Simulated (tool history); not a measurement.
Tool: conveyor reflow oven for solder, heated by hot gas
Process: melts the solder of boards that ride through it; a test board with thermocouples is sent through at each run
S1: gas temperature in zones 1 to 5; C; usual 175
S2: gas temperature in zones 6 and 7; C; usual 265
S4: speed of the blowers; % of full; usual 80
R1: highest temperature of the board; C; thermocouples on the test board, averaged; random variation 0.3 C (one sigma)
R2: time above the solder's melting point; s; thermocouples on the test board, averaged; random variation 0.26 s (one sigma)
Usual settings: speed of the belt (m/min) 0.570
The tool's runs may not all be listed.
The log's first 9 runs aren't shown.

{"run": 10, "hour": 516.4, "S1": 175, "S2": 265, "speed of the belt (m/min)": 0.57, "S4": 80, "R1": 249.6, "R2": 54.5}
{"hour": 561.6, "done": "belt drive overhauled, speed set with a stopwatch"}
{"run": 11, "hour": 600.6, "S1": 175, "S2": 261, "speed of the belt (m/min)": 0.57, "S4": 80, "R1": 245.6, "R2": 51.0}
{"run": 12, "hour": 648.3, "S1": 180, "S2": 265, "speed of the belt (m/min)": 0.57, "S4": 80, "R1": 249.7, "R2": 55.9}
{"run": 13, "hour": 714.4, "S1": 180, "S2": 265, "speed of the belt (m/min)": 0.57, "S4": 80, "R1": 250.3, "R2": 55.4}
{"run": 14, "hour": 753.2, "S1": 175, "S2": 265, "speed of the belt (m/min)": 0.57, "S4": 80, "R1": 248.1, "R2": 53.2}
{"run": 15, "hour": 817.0, "S1": 175, "S2": 265, "speed of the belt (m/min)": 0.625, "S4": 80, "R1": 245.5, "R2": 45.4}
{"hour": 868.9, "done": "flux residue cleaned out of gas plates and filters"}
{"run": 16, "hour": 883.8, "S1": 175, "S2": 254, "speed of the belt (m/min)": 0.57, "S4": 88, "R1": 241.2, "R2": 48.9}
{"hour": 948.5, "done": "thermocouples of zones 6 and 7 changed"}
{"run": 17, "hour": 966.9, "S1": 175, "S2": 254, "speed of the belt (m/min)": 0.57, "S4": 88, "R1": 243.0, "R2": 49.6}
{"run": 18, "hour": 1051.3, "S1": 179, "S2": 265, "speed of the belt (m/min)": 0.57, "S4": 80, "R1": 251.7, "R2": 56.5}
{"run": 19, "hour": 1112.7, "S1": 175, "S2": 261, "speed of the belt (m/min)": 0.674, "S4": 80, "R1": 241.5, "R2": 38.5}
{"run": 20, "hour": 1184.2, "S1": 175, "S2": 261, "speed of the belt (m/min)": 0.674, "S4": 80, "R1": 241.3, "R2": 38.1}
{"run": 21, "hour": 1249.9, "S1": 175, "S2": 261, "speed of the belt (m/min)": 0.674, "S4": 80, "R1": 241.1, "R2": 38.1}
{"run": 22, "hour": 1313.9, "S1": 183, "S2": 261, "speed of the belt (m/min)": 0.674, "S4": 86, "R1": 244.4, "R2": 43.5}
{"run": 23, "hour": 1386.6, "S1": 175, "S2": 265, "speed of the belt (m/min)": 0.584, "S4": 82, "R1": 248.6, "R2": 52.4}
{"run": 24, "hour": 1433.9, "S1": 175, "S2": 265, "speed of the belt (m/min)": 0.584, "S4": 82, "R1": 249.2, "R2": 52.3}
{"hour": 1459.8, "done": "flux residue cleaned out of gas plates and filters"}
{"run": 25, "hour": 1489.3, "S1": 175, "S2": 278, "speed of the belt (m/min)": 0.57, "S4": 55, "R1": 252.3, "R2": 53.9}
{"run": 26, "hour": 1552.0, "S1": 189, "S2": 265, "speed of the belt (m/min)": 0.478, "S4": 51, "R1": 248.9, "R2": 70.2}
{"run": 27, "hour": 1597.0, "S1": 161, "S2": 265, "speed of the belt (m/min)": 0.648, "S4": 75, "R1": 242.0, "R2": 36.7}
{"run": 28, "hour": 1646.7, "S1": 167, "S2": 261, "speed of the belt (m/min)": 0.606, "S4": 80, "R1": 243.4, "R2": 43.5}
{"run": 29, "hour": 1710.6, "S1": 177, "S2": 278, "speed of the belt (m/min)": 0.66, "S4": 60, "R1": 248.3, "R2": 44.2}
{"hour": 1723.0, "done": "belt drive overhauled, speed set with a stopwatch"}
{"run": 30, "hour": 1758.7, "S1": 176, "S2": 272, "speed of the belt (m/min)": 0.602, "S4": 60, "R1": 247.3, "R2": 46.4}

4 ways to go on from here, each from the tool as it stands after run 30. What would each give?
{"run": "A", "hour": 1833.1, "S1": 176, "S2": 258, "speed of the belt (m/min)": 0.545, "S4": 53, "R1": "?", "R2": "?"}
{"run": "B", "hour": 1833.1, "S1": 176, "S2": 278, "speed of the belt (m/min)": 0.533, "S4": 60, "R1": "?", "R2": "?"}
{"run": "C", "hour": 1833.1, "S1": 185, "S2": 272, "speed of the belt (m/min)": 0.642, "S4": 82, "R1": "?", "R2": "?"}
{"run": "D", "hour": 1833.1, "S1": 179, "S2": 272, "speed of the belt (m/min)": 0.602, "S4": 60, "R1": "?", "R2": "?"}

run=A R1=236.1 R2=40.4
run=B R1=256.0 R2=61.5
run=C R1=253.4 R2=53.4
run=D R1=246.4 R2=47.6
Without the tool's hidden state the same runs would have given:
run=A R1=237.9 R2=42.9
run=B R1=258.0 R2=63.0
run=C R1=255.7 R2=54.9
run=D R1=248.5 R2=49.4
